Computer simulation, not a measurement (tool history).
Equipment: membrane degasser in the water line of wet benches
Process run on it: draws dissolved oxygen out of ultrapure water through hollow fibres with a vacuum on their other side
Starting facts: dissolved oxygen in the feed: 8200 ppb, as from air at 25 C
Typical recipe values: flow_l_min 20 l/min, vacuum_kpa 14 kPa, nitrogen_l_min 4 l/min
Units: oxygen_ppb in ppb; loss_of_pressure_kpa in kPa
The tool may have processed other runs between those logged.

{"run": 1, "day": 0.0, "flow_l_min": 20, "vacuum_kpa": 14, "nitrogen_l_min": 4, "oxygen_ppb": 137.4, "loss_of_pressure_kpa": 39.45}
{"run": 2, "day": 2.317, "flow_l_min": 20, "vacuum_kpa": 14, "nitrogen_l_min": 4, "oxygen_ppb": 136.8, "loss_of_pressure_kpa": 39.68}
{"run": 3, "day": 4.4, "flow_l_min": 21, "vacuum_kpa": 14, "nitrogen_l_min": 4, "oxygen_ppb": 143, "loss_of_pressure_kpa": 41.6}
{"run": 4, "day": 7.646, "flow_l_min": 21, "vacuum_kpa": 14, "nitrogen_l_min": 4, "oxygen_ppb": 142.8, "loss_of_pressure_kpa": 41.63}
{"run": 5, "day": 10.229, "flow_l_min": 24, "vacuum_kpa": 14, "nitrogen_l_min": 4, "oxygen_ppb": 163.3, "loss_of_pressure_kpa": 47.9}
{"run": 6, "day": 11.983, "flow_l_min": 24, "vacuum_kpa": 14, "nitrogen_l_min": 4, "oxygen_ppb": 163.5, "loss_of_pressure_kpa": 47.38}
{"run": 7, "day": 13.621, "flow_l_min": 24, "vacuum_kpa": 14, "nitrogen_l_min": 4, "oxygen_ppb": 163.1, "loss_of_pressure_kpa": 47.57}
{"run": 8, "day": 16.488, "flow_l_min": 24, "vacuum_kpa": 14, "nitrogen_l_min": 4, "oxygen_ppb": 164.3, "loss_of_pressure_kpa": 47.76}
{"run": 9, "day": 18.462, "flow_l_min": 24, "vacuum_kpa": 14, "nitrogen_l_min": 4, "oxygen_ppb": 164.6, "loss_of_pressure_kpa": 47.61}
{"run": 10, "day": 20.808, "flow_l_min": 20, "vacuum_kpa": 14, "nitrogen_l_min": 2.95, "oxygen_ppb": 182.6, "loss_of_pressure_kpa": 39.82}
{"run": 11, "day": 23.858, "flow_l_min": 20, "vacuum_kpa": 14, "nitrogen_l_min": 10.18, "oxygen_ppb": 57.3, "loss_of_pressure_kpa": 40.04}
{"run": 12, "day": 26.125, "flow_l_min": 20, "vacuum_kpa": 14, "nitrogen_l_min": 4, "oxygen_ppb": 136.8, "loss_of_pressure_kpa": 39.92}
{"run": 13, "day": 29.588, "flow_l_min": 20, "vacuum_kpa": 19.2, "nitrogen_l_min": 8.61, "oxygen_ppb": 96.6, "loss_of_pressure_kpa": 39.79}
{"run": 14, "day": 31.308, "flow_l_min": 20, "vacuum_kpa": 19.2, "nitrogen_l_min": 8.61, "oxygen_ppb": 96.3, "loss_of_pressure_kpa": 39.71}
{"run": 15, "day": 32.792, "flow_l_min": 20, "vacuum_kpa": 19.2, "nitrogen_l_min": 8.61, "oxygen_ppb": 97.8, "loss_of_pressure_kpa": 40.2}
{"run": 16, "day": 35.942, "flow_l_min": 26, "vacuum_kpa": 14, "nitrogen_l_min": 9.91, "oxygen_ppb": 77.4, "loss_of_pressure_kpa": 51.86}
{"run": 17, "day": 38.292, "flow_l_min": 26, "vacuum_kpa": 13, "nitrogen_l_min": 6.87, "oxygen_ppb": 99.5, "loss_of_pressure_kpa": 52.18}
{"run": 18, "day": 40.508, "flow_l_min": 15, "vacuum_kpa": 13.1, "nitrogen_l_min": 5.67, "oxygen_ppb": 68.7, "loss_of_pressure_kpa": 29.82}
{"run": 19, "day": 43.721, "flow_l_min": 20, "vacuum_kpa": 10.5, "nitrogen_l_min": 1.72, "oxygen_ppb": 206.3, "loss_of_pressure_kpa": 40.17}
{"run": 20, "day": 46.512, "flow_l_min": 26, "vacuum_kpa": 18.2, "nitrogen_l_min": 4.44, "oxygen_ppb": 218.6, "loss_of_pressure_kpa": 51.94}
{"run": 21, "day": 49.762, "flow_l_min": 17, "vacuum_kpa": 8.6, "nitrogen_l_min": 4.65, "oxygen_ppb": 53.2, "loss_of_pressure_kpa": 33.75}
{"run": 22, "day": 53.196, "flow_l_min": 17, "vacuum_kpa": 8.6, "nitrogen_l_min": 4.65, "oxygen_ppb": 53.4, "loss_of_pressure_kpa": 33.64}
{"run": 23, "day": 55.375, "flow_l_min": 26, "vacuum_kpa": 8.6, "nitrogen_l_min": 9.9, "oxygen_ppb": 42.6, "loss_of_pressure_kpa": 51.81}

3 options for the next run, each taken on its own from the tool as it stands now. Forecast them:
{"run": "A", "day": 58.096, "flow_l_min": 20, "vacuum_kpa": 8.6, "nitrogen_l_min": 9.9, "oxygen_ppb": "?", "loss_of_pressure_kpa": "?"}
{"run": "B", "day": 58.096, "flow_l_min": 26, "vacuum_kpa": 11.3, "nitrogen_l_min": 9.9, "oxygen_ppb": "?", "loss_of_pressure_kpa": "?"}
{"run": "C", "day": 58.096, "flow_l_min": 28, "vacuum_kpa": 14, "nitrogen_l_min": 6.94, "oxygen_ppb": "?", "loss_of_pressure_kpa": "?"}

run=A oxygen_ppb=31.4 loss_of_pressure_kpa=39.95
run=B oxygen_ppb=60.3 loss_of_pressure_kpa=51.91
run=C oxygen_ppb=116.3 loss_of_pressure_kpa=56
Without the tool's hidden state the same runs would have given:
run=A oxygen_ppb=29.1 loss_of_pressure_kpa=38.89
run=B oxygen_ppb=56.9 loss_of_pressure_kpa=50.54
run=C oxygen_ppb=111.2 loss_of_pressure_kpa=54.52
